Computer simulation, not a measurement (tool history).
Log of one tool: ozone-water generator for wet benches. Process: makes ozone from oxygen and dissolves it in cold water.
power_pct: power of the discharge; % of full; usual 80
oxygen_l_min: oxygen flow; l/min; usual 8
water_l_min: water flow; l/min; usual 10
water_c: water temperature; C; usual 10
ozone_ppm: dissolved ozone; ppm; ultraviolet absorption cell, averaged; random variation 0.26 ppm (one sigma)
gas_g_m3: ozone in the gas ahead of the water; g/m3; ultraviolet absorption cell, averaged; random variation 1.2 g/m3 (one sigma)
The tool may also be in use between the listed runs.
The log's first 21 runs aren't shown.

run	hour	power_pct	oxygen_l_min	water_l_min	water_c	ozone_ppm	gas_g_m3
22	544.4	80	4.27	10	15	40.5	304.6
23	560.8	80	4.27	10	15	40	303.9
24	580.2	80	5.76	10	10	42.5	257.6
25	613.6	80	8	9	12	41.5	214.5
26	641.4	80	8	9	12	41.9	214.2
27	668.1	80	8	9	12	41.3	216.3
28	695.1	80	5.79	9	14	42.8	256.1
29	721.8	80	8	10	5	44.5	216.2
30	754.1	43	8	9	10	29.2	145.7
31	789.1	86	8	10	6	46.2	225.7
32	820.9	86	4.61	10	10	45.8	304.1

Forecast each of these 3 alternatives for the next run:
A	852.9	86	5	10	7	?	?
B	852.9	80	8	10	6	?	?
C	852.9	80	8.4	10	10	?	?

run	ozone_ppm	gas_g_m3
A	47.7	292.7
B	44.2	215.1
C	39.6	210.5
Without the tool's hidden state the same runs would have given:
run	ozone_ppm	gas_g_m3
A	47.7	292.8
B	44.2	215.1
C	39.6	210.5

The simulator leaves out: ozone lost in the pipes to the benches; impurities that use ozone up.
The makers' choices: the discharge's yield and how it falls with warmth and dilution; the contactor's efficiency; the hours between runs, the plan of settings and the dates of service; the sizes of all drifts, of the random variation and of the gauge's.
